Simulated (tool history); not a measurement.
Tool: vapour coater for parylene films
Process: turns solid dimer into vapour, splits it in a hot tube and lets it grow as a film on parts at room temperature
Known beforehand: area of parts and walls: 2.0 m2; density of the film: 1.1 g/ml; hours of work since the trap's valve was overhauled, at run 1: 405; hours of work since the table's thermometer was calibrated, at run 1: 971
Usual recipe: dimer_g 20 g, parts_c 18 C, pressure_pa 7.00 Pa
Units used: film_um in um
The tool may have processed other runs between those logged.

| run | hour | dimer_g | parts_c | pressure_pa | hours of work since the trap's valve was overhauled | hours of work since the table's thermometer was calibrated | film_um |
|---|---|---|---|---|---|---|---|
| 1 | 0.0 | 20 | 18 | 7.00 | 405 | 971 | 6.03 |
| 2 | 48.5 | 20 | 18 | 7.00 | 437 | 1003 | 6.08 |
| 3 | 78.2 | 20 | 18 | 7.00 | 457 | 1022 | 6.05 |
| 4 | 119.9 | 11 | 18 | 7.00 | 484 | 1049 | 3.30 |
| 5 | 176.9 | 11 | 18 | 7.00 | 521 | 1087 | 3.32 |
| 6 | 239.1 | 20 | 18 | 7.00 | 562 | 1128 | 5.99 |
| 7 | 286.2 | 20 | 18 | 7.00 | 593 | 1159 | 6.03 |
| 8 | 348.9 | 20 | 18 | 7.00 | 634 | 1200 | 5.95 |
| 9 | 397.0 | 20 | 18 | 7.00 | 666 | 1231 | 5.97 |
|  | 439.2 | trap's valve overhauled |
| 10 | 441.1 | 20 | 18 | 7.00 | 1 | 1258 | 5.64 |
| 11 | 501.7 | 20 | 29 | 7.00 | 41 | 1297 | 4.25 |
| 12 | 541.7 | 20 | 29 | 7.00 | 67 | 1323 | 4.24 |
| 13 | 588.5 | 20 | 29 | 7.00 | 98 | 1354 | 4.22 |
| 14 | 622.2 | 20 | 29 | 7.00 | 120 | 1376 | 4.20 |
| 15 | 691.5 | 20 | 29 | 7.00 | 166 | 1422 | 4.17 |
| 16 | 739.8 | 20 | 18 | 7.00 | 197 | 1454 | 5.58 |
| 17 | 800.6 | 20 | 18 | 7.00 | 237 | 1493 | 5.55 |
| 18 | 855.0 | 20 | 18 | 7.00 | 273 | 1529 | 5.51 |
|  | 863.3 | trap's valve overhauled, once more |
| 19 | 911.8 | 11 | 18 | 7.00 | 32 | 1564 | 3.53 |
|  | 930.7 | table's thermometer calibrated |
| 20 | 978.2 | 11 | 18 | 7.00 | 75 | 31 | 3.40 |
| 21 | 1037.5 | 8 | 24 | 11.06 | 114 | 70 | 2.05 |
| 22 | 1100.4 | 14 | 12 | 4.48 | 155 | 111 | 5.20 |
| 23 | 1155.5 | 30 | 12 | 9.77 | 191 | 147 | 10.46 |
| 24 | 1200.8 | 10 | 26 | 4.51 | 221 | 177 | 2.58 |
| 25 | 1249.6 | 10 | 26 | 4.51 | 253 | 209 | 2.58 |
| 26 | 1290.0 | 10 | 26 | 4.51 | 279 | 236 | 2.57 |
| 27 | 1340.8 | 21 | 22 | 4.05 | 313 | 269 | 6.02 |
| 28 | 1396.1 | 21 | 22 | 5.71 | 349 | 305 | 5.83 |
| 29 | 1444.7 | 29 | 18 | 2.72 | 381 | 337 | 9.46 |
| 30 | 1507.4 | 29 | 18 | 2.72 | 422 | 378 | 9.45 |
| 31 | 1553.3 | 21 | 18 | 7.00 | 452 | 408 | 6.30 |
| 32 | 1598.8 | 26 | 18 | 2.58 | 482 | 438 | 8.46 |
| 33 | 1668.2 | 26 | 18 | 2.58 | 527 | 484 | 8.44 |
| 34 | 1715.6 | 29 | 23 | 3.08 | 559 | 515 | 8.11 |
| 35 | 1747.8 | 14 | 17 | 2.47 | 580 | 536 | 4.65 |

Alternative continuations, all from the tool just after run 35; predict every row:
| A | 1797.6 | 20 | 18 | 3.24 | 612 | 569 | ? |
| B | 1797.6 | 10 | 18 | 7.00 | 612 | 569 | ? |
| C | 1797.6 | 11 | 18 | 2.47 | 612 | 569 | ? |

| run | film_um |
|---|---|
| A | 6.35 |
| B | 2.94 |
| C | 3.55 |
Without the tool's hidden state the same runs would have given:
| run | film_um |
|---|---|
| A | 6.67 |
| B | 3.09 |
| C | 3.74 |
